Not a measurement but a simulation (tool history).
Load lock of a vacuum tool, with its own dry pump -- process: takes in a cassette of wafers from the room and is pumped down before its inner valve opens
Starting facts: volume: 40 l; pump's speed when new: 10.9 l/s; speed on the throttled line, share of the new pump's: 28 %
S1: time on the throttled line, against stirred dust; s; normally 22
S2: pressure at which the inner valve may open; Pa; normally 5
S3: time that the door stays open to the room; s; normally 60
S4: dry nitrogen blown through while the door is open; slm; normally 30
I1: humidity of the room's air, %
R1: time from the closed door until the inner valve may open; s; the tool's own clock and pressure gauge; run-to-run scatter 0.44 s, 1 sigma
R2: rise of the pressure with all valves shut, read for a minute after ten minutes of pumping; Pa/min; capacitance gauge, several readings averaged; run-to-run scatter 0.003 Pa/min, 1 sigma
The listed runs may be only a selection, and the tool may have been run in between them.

run 1 day=0.000 | S1=22 S2=5 S3=60 S4=30 | I1=42.0 | R1=54.0 R2=0.035
run 2 day=7.117 | S1=22 S2=4 S3=60 S4=30 | I1=46.5 | R1=55.2 R2=0.036
run 3 day=14.708 | S1=22 S2=4 S3=60 S4=30 | I1=43.2 | R1=56.0 R2=0.039
run 4 day=18.367 | S1=22 S2=4 S3=60 S4=30 | I1=45.7 | R1=55.4 R2=0.044
run 5 day=22.475 | S1=15 S2=5 S3=60 S4=30 | I1=47.6 | R1=49.0 R2=0.040
run 6 day=26.467 | S1=15 S2=5 S3=60 S4=30 | I1=44.8 | R1=49.0 R2=0.042
run 7 day=33.475 | S1=41 S2=5 S3=60 S4=30 | I1=43.9 | R1=67.5 R2=0.042
run 8 day=39.112 | S1=41 S2=5 S3=60 S4=30 | I1=46.8 | R1=67.9 R2=0.047
run 9 day=45.729 | S1=41 S2=6 S3=60 S4=30 | I1=45.5 | R1=66.7 R2=0.040
run 10 day=51.312 | S1=22 S2=5 S3=60 S4=30 | I1=42.1 | R1=55.6 R2=0.045
run 11 day=57.846 | S1=22 S2=5 S3=60 S4=30 | I1=41.6 | R1=54.9 R2=0.047
run 12 day=64.588 | S1=22 S2=5 S3=113 S4=30 | I1=43.8 | R1=54.8 R2=0.052
run 13 day=71.100 | S1=22 S2=5 S3=113 S4=30 | I1=46.5 | R1=54.9 R2=0.059
run 14 day=75.862 | S1=22 S2=7 S3=60 S4=30 | I1=44.4 | R1=54.1 R2=0.050
run 15 day=83.129 | S1=22 S2=5 S3=82 S4=30 | I1=47.3 | R1=55.1 R2=0.050
run 16 day=86.779 | S1=22 S2=5 S3=82 S4=30 | I1=45.3 | R1=55.1 R2=0.050
run 17 day=90.133 | S1=22 S2=5 S3=35 S4=30 | I1=44.1 | R1=55.1 R2=0.045
run 18 day=95.821 | S1=22 S2=5 S3=60 S4=30 | I1=42.6 | R1=54.5 R2=0.052
run 19 day=103.488 | S1=16 S2=10 S3=185 S4=26 | I1=48.3 | R1=47.4 R2=0.079
run 20 day=110.429 | S1=16 S2=10 S3=185 S4=26 | I1=45.0 | R1=47.8 R2=0.066
run 21 day=115.967 | S1=16 S2=5 S3=30 S4=26 | I1=42.5 | R1=51.8 R2=0.054

Run 22 comes next. What will it give?
run 22 day=120.112 | S1=16 S2=4 S3=30 S4=22 | I1=44.7 | R1=? R2=?

{"run 22": {"R1": 51.7, "R2": 0.056}}
On a tool with no hidden condition, and with the same random variation, this run would have come out at R1 49.0 s, R2 0.017 Pa/min.
